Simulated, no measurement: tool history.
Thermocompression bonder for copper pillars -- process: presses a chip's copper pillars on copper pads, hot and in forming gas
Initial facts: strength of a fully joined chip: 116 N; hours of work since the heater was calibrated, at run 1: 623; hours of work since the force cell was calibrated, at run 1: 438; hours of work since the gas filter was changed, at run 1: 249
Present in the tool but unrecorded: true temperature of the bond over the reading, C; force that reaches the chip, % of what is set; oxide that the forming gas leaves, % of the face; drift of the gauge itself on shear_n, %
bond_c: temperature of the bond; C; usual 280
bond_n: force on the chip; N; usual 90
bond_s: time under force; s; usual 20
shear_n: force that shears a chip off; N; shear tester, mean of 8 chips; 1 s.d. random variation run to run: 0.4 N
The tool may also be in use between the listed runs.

run,hour,bond_c,bond_n,bond_s,hours of work since the heater was calibrated,hours of work since the force cell was calibrated,hours of work since the gas filter was changed,shear_n
1,0.0,280,90,20,623,438,249,77.8
# hour 7.1: forming gas filter changed
2,36.9,280,90,20,650,465,22,78.2
3,66.6,280,90,20,672,487,44,78.7
4,104.0,280,90,20,700,515,72,78.2
5,139.5,293,90,20,726,541,98,85.2
6,161.7,293,90,20,743,557,115,86.5
7,194.5,280,90,20,767,582,139,77.7
8,226.0,280,90,20,790,605,162,77.9
9,252.1,295,90,20,810,624,181,87.3
# hour 264.2: heater calibrated with a thermocouple chip
10,292.1,295,90,20,21,652,210,86.6
11,330.1,295,90,20,49,681,238,86.8
# hour 349.6: forming gas filter changed
12,358.2,295,90,20,69,701,6,87.4
13,383.4,295,90,20,88,720,25,88.0
14,423.7,280,90,20,118,749,55,77.8
15,463.2,280,90,20,147,779,84,78.8
16,495.3,280,90,20,171,802,108,78.3
17,544.0,280,90,20,207,839,144,77.6
18,582.9,254,90,20,236,867,173,60.4
19,602.6,280,90,20,250,882,187,78.1
20,639.8,280,90,20,278,910,215,78.4
21,663.2,280,92,55,295,927,232,97.6
# hour 692.2: forming gas filter changed
22,699.6,286,90,36,322,953,6,93.7
23,744.5,303,85,20,355,987,39,91.0
24,791.1,303,85,20,390,1021,73,90.4
25,831.1,268,85,20,419,1051,103,68.1
26,867.0,260,104,15,446,1077,129,62.3
27,911.4,260,104,15,479,1110,162,63.4
28,956.8,272,62,38,512,1144,196,74.6
29,1004.5,280,90,24,547,1179,231,81.7
# hour 1034.6: forming gas filter changed
30,1037.1,268,110,15,571,1203,2,70.9
31,1059.3,268,110,12,588,1219,18,65.2
32,1106.8,280,90,11,623,1255,53,65.1
33,1137.9,280,90,11,646,1278,76,65.6
34,1165.8,280,90,12,667,1298,97,67.9
35,1190.6,299,126,48,685,1317,116,109.1
36,1221.6,262,90,13,708,1340,138,57.0
37,1264.9,262,90,13,740,1372,171,57.0
38,1291.8,262,90,13,760,1392,190,56.8

What if the next run were any one of these 5? Each begins from the tool's condition after run 38:
A,1320.7,264,73,35,781,1413,212,?
B,1320.7,288,68,13,781,1413,212,?
C,1320.7,280,90,33,781,1413,212,?
D,1320.7,274,69,13,781,1413,212,?
E,1320.7,280,90,36,781,1413,212,?

run,shear_n
A,72.4
B,65.6
C,88.2
D,56.6
E,89.4
Stripped of hidden state, with their random variation kept, the same runs would have yielded:
run,shear_n
A,72.3
B,65.5
C,88.1
D,56.4
E,89.4

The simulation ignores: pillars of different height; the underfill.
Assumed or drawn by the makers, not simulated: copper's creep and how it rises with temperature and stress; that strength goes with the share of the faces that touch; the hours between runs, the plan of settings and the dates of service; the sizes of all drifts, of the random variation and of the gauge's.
